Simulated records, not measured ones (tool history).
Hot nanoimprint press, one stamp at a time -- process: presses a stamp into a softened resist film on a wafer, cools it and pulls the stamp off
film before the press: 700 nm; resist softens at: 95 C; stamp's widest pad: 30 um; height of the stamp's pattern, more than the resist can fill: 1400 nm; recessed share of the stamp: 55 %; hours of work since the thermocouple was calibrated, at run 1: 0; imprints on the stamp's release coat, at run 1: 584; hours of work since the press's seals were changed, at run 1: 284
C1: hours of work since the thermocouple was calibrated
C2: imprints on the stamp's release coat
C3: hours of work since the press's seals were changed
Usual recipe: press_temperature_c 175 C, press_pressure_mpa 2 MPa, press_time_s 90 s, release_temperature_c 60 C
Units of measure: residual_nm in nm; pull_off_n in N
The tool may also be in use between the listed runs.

run 1 hour=0 | press_temperature_c=175 press_pressure_mpa=2 press_time_s=90 release_temperature_c=60 | C1=0 C2=584 C3=284 | residual_nm=284.1 pull_off_n=134
run 2 hour=18.2 | press_temperature_c=175 press_pressure_mpa=2 press_time_s=90 release_temperature_c=60 | C1=11 C2=670 C3=295 | residual_nm=285.6 pull_off_n=132
run 3 hour=31.8 | press_temperature_c=175 press_pressure_mpa=2 press_time_s=90 release_temperature_c=60 | C1=19 C2=735 C3=303 | residual_nm=285.9 pull_off_n=138
run 4 hour=52.8 | press_temperature_c=175 press_pressure_mpa=2 press_time_s=90 release_temperature_c=60 | C1=32 C2=834 C3=315 | residual_nm=284.5 pull_off_n=133
run 5 hour=66.5 | press_temperature_c=175 press_pressure_mpa=2 press_time_s=90 release_temperature_c=60 | C1=40 C2=899 C3=324 | residual_nm=283.4 pull_off_n=132
run 6 hour=80.5 | press_temperature_c=175 press_pressure_mpa=2 press_time_s=53 release_temperature_c=60 | C1=48 C2=965 C3=332 | residual_nm=347 pull_off_n=135
run 7 hour=105.3 | press_temperature_c=175 press_pressure_mpa=2 press_time_s=90 release_temperature_c=65 | C1=63 C2=1083 C3=347 | residual_nm=287.5 pull_off_n=136
run 8 hour=119.8 | press_temperature_c=175 press_pressure_mpa=2 press_time_s=90 release_temperature_c=66 | C1=72 C2=1152 C3=356 | residual_nm=285.2 pull_off_n=131
run 9 hour=140.1 | press_temperature_c=177 press_pressure_mpa=2 press_time_s=90 release_temperature_c=60 | C1=84 C2=1248 C3=368 | residual_nm=262.6 pull_off_n=135
-- hour=168.2 stamp cleaned and given a new release coat
run 10 hour=170.8 | press_temperature_c=177 press_pressure_mpa=2 press_time_s=90 release_temperature_c=60 | C1=99 C2=12 C3=383 | residual_nm=260.2 pull_off_n=132
run 11 hour=188.7 | press_temperature_c=177 press_pressure_mpa=2 press_time_s=90 release_temperature_c=60 | C1=110 C2=98 C3=393 | residual_nm=256.7 pull_off_n=132
run 12 hour=207 | press_temperature_c=177 press_pressure_mpa=2 press_time_s=90 release_temperature_c=60 | C1=121 C2=184 C3=404 | residual_nm=260 pull_off_n=132
run 13 hour=225.1 | press_temperature_c=165 press_pressure_mpa=1.79 press_time_s=90 release_temperature_c=60 | C1=131 C2=270 C3=415 | residual_nm=456.7 pull_off_n=136
run 14 hour=239.3 | press_temperature_c=172 press_pressure_mpa=1.25 press_time_s=53 release_temperature_c=68 | C1=140 C2=337 C3=424 | residual_nm=470.1 pull_off_n=127
run 15 hour=256.5 | press_temperature_c=173 press_pressure_mpa=2.7 press_time_s=53 release_temperature_c=46 | C1=150 C2=419 C3=434 | residual_nm=328.4 pull_off_n=143
run 16 hour=267.7 | press_temperature_c=182 press_pressure_mpa=2.07 press_time_s=131 release_temperature_c=56 | C1=157 C2=472 C3=441 | residual_nm=176.3 pull_off_n=132
run 17 hour=288.9 | press_temperature_c=182 press_pressure_mpa=2.07 press_time_s=64 release_temperature_c=53 | C1=170 C2=572 C3=453 | residual_nm=236.1 pull_off_n=141
run 18 hour=304.1 | press_temperature_c=174 press_pressure_mpa=2.07 press_time_s=128 release_temperature_c=47 | C1=179 C2=644 C3=463 | residual_nm=255.7 pull_off_n=139
run 19 hour=328.7 | press_temperature_c=171 press_pressure_mpa=2.03 press_time_s=90 release_temperature_c=65 | C1=194 C2=761 C3=477 | residual_nm=335.6 pull_off_n=126
run 20 hour=351.9 | press_temperature_c=171 press_pressure_mpa=2.03 press_time_s=105 release_temperature_c=65 | C1=207 C2=871 C3=491 | residual_nm=319 pull_off_n=131

Estimate the outcome of run 21 from the log above:
run 21 hour=365.3 | press_temperature_c=171 press_pressure_mpa=2.03 press_time_s=105 release_temperature_c=65 | C1=215 C2=935 C3=499 | residual_nm=? pull_off_n=?

{"run 21": {"residual_nm": 321.7, "pull_off_n": 130}}
Had the tool carried no hidden state, the very same run would have given residual_nm 321.1 nm, pull_off_n 128 N.

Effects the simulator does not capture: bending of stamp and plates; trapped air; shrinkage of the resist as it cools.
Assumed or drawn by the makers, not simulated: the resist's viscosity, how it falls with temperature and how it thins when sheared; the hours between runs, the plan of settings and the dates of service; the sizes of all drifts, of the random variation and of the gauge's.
